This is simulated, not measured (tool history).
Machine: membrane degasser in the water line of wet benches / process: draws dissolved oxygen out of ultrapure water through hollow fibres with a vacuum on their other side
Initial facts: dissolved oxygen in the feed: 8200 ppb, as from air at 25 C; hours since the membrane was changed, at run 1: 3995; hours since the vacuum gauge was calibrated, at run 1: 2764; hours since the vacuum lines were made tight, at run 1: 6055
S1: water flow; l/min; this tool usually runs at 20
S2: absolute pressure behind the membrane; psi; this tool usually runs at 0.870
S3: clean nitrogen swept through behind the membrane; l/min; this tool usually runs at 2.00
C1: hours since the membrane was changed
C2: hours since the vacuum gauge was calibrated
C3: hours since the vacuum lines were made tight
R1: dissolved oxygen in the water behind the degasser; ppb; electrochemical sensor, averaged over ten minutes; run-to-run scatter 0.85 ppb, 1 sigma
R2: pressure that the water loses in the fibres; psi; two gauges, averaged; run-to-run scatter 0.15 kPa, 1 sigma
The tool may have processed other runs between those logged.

{"run": 1, "hour": 0.0, "S1": 20, "S2": 0.87, "S3": 2.0, "C1": 3995, "C2": 2764, "C3": 6055, "R1": 85.1, "R2": 3.78}
{"run": 2, "hour": 144.8, "S1": 20, "S2": 0.87, "S3": 2.0, "C1": 4140, "C2": 2909, "C3": 6200, "R1": 84.3, "R2": 3.772}
{"run": 3, "hour": 290.0, "S1": 20, "S2": 0.87, "S3": 2.0, "C1": 4285, "C2": 3054, "C3": 6345, "R1": 85.7, "R2": 3.759}
{"run": 4, "hour": 386.3, "S1": 20, "S2": 0.87, "S3": 2.0, "C1": 4382, "C2": 3150, "C3": 6441, "R1": 85.5, "R2": 3.772}
{"run": 5, "hour": 526.5, "S1": 20, "S2": 0.87, "S3": 2.0, "C1": 4522, "C2": 3291, "C3": 6581, "R1": 85.9, "R2": 3.832}
{"run": 6, "hour": 675.6, "S1": 18, "S2": 0.87, "S3": 2.0, "C1": 4671, "C2": 3440, "C3": 6730, "R1": 74.6, "R2": 3.45}
{"run": 7, "hour": 787.6, "S1": 30, "S2": 0.87, "S3": 2.0, "C1": 4783, "C2": 3552, "C3": 6842, "R1": 158.3, "R2": 5.748}
{"run": 8, "hour": 880.5, "S1": 30, "S2": 0.87, "S3": 2.0, "C1": 4876, "C2": 3645, "C3": 6935, "R1": 161.8, "R2": 5.762}
{"run": 9, "hour": 1062.8, "S1": 30, "S2": 0.87, "S3": 2.0, "C1": 5058, "C2": 3827, "C3": 7118, "R1": 165.1, "R2": 5.728}
{"run": 10, "hour": 1234.6, "S1": 30, "S2": 0.87, "S3": 2.0, "C1": 5230, "C2": 3999, "C3": 7289, "R1": 161.5, "R2": 5.762}
{"run": 11, "hour": 1413.6, "S1": 20, "S2": 1.16, "S3": 2.0, "C1": 5409, "C2": 4178, "C3": 7468, "R1": 134.4, "R2": 3.807}
{"run": 12, "hour": 1519.3, "S1": 20, "S2": 1.16, "S3": 2.0, "C1": 5515, "C2": 4283, "C3": 7574, "R1": 134.7, "R2": 3.848}
{"run": 13, "hour": 1691.8, "S1": 14, "S2": 0.87, "S3": 2.0, "C1": 5687, "C2": 4456, "C3": 7746, "R1": 54.3, "R2": 2.692}
{"run": 14, "hour": 1807.4, "S1": 14, "S2": 0.87, "S3": 2.0, "C1": 5803, "C2": 4571, "C3": 7862, "R1": 54.1, "R2": 2.682}
{"run": 15, "hour": 1947.8, "S1": 14, "S2": 0.87, "S3": 2.0, "C1": 5943, "C2": 4712, "C3": 8003, "R1": 55.7, "R2": 2.645}
{"run": 16, "hour": 2138.1, "S1": 20, "S2": 0.629, "S3": 2.0, "C1": 6133, "C2": 4902, "C3": 8193, "R1": 47.7, "R2": 3.826}
{"run": 17, "hour": 2315.6, "S1": 20, "S2": 0.629, "S3": 2.0, "C1": 6311, "C2": 5080, "C3": 8370, "R1": 47.8, "R2": 3.841}
{"run": 18, "hour": 2508.5, "S1": 15, "S2": 1.346, "S3": 1.79, "C1": 6504, "C2": 5273, "C3": 8563, "R1": 132.0, "R2": 2.85}
{"hour": 2663.9, "done": "vacuum gauge calibrated"}
{"run": 19, "hour": 2665.4, "S1": 21, "S2": 1.346, "S3": 1.79, "C1": 6660, "C2": 2, "C3": 8720, "R1": 186.5, "R2": 4.061}
{"run": 20, "hour": 2762.0, "S1": 15, "S2": 0.734, "S3": 2.0, "C1": 6757, "C2": 98, "C3": 8816, "R1": 39.8, "R2": 2.859}
{"run": 21, "hour": 2897.6, "S1": 20, "S2": 0.592, "S3": 0.89, "C1": 6893, "C2": 234, "C3": 8952, "R1": 60.4, "R2": 3.883}
{"run": 22, "hour": 2999.0, "S1": 13, "S2": 2.002, "S3": 2.87, "C1": 6994, "C2": 335, "C3": 9053, "R1": 122.4, "R2": 2.537}
{"run": 23, "hour": 3121.0, "S1": 20, "S2": 0.87, "S3": 4.82, "C1": 7116, "C2": 457, "C3": 9175, "R1": 45.2, "R2": 3.902}
{"run": 24, "hour": 3208.2, "S1": 15, "S2": 0.87, "S3": 0.88, "C1": 7203, "C2": 544, "C3": 9262, "R1": 115.9, "R2": 2.876}
{"run": 25, "hour": 3310.9, "S1": 13, "S2": 0.838, "S3": 2.0, "C1": 7306, "C2": 647, "C3": 9365, "R1": 44.6, "R2": 2.48}
{"hour": 3330.2, "done": "seals of the vacuum lines changed"}
{"run": 26, "hour": 3456.7, "S1": 20, "S2": 0.87, "S3": 2.6, "C1": 7450, "C2": 791, "C3": 127, "R1": 68.0, "R2": 3.832}
{"run": 27, "hour": 3645.7, "S1": 20, "S2": 1.598, "S3": 2.6, "C1": 7639, "C2": 980, "C3": 316, "R1": 162.0, "R2": 3.858}
{"run": 28, "hour": 3839.1, "S1": 20, "S2": 1.598, "S3": 2.6, "C1": 7832, "C2": 1173, "C3": 509, "R1": 159.2, "R2": 3.842}
{"run": 29, "hour": 3988.8, "S1": 16, "S2": 1.598, "S3": 1.07, "C1": 7982, "C2": 1323, "C3": 659, "R1": 268.2, "R2": 3.085}
{"run": 30, "hour": 4067.5, "S1": 14, "S2": 1.598, "S3": 1.07, "C1": 8060, "C2": 1402, "C3": 737, "R1": 238.7, "R2": 2.75}
{"run": 31, "hour": 4147.5, "S1": 14, "S2": 1.598, "S3": 1.07, "C1": 8140, "C2": 1482, "C3": 817, "R1": 239.3, "R2": 2.719}
{"run": 32, "hour": 4301.1, "S1": 14, "S2": 1.297, "S3": 1.97, "C1": 8294, "C2": 1635, "C3": 971, "R1": 101.7, "R2": 2.689}

What if the next run were any one of these 4? Each begins from the tool's condition after run 32:
{"run": "A", "hour": 4404.9, "S1": 25, "S2": 1.297, "S3": 1.97, "C1": 8398, "C2": 1739, "C3": 1075, "R1": "?", "R2": "?"}
{"run": "B", "hour": 4404.9, "S1": 12, "S2": 0.534, "S3": 5.09, "C1": 8398, "C2": 1739, "C3": 1075, "R1": "?", "R2": "?"}
{"run": "C", "hour": 4404.9, "S1": 15, "S2": 1.769, "S3": 4.55, "C1": 8398, "C2": 1739, "C3": 1075, "R1": "?", "R2": "?"}
{"run": "D", "hour": 4404.9, "S1": 32, "S2": 1.037, "S3": 3.92, "C1": 8398, "C2": 1739, "C3": 1075, "R1": "?", "R2": "?"}

run=A R1=206.9 R2=4.807
run=B R1=5.0 R2=2.322
run=C R1=77.5 R2=2.894
run=D R1=155.4 R2=6.186
Without the tool's unlogged condition, the same runs would have read:
run=A R1=198.9 R2=4.667
run=B R1=4.2 R2=2.254
run=C R1=75.5 R2=2.808
run=D R1=143.8 R2=6.006
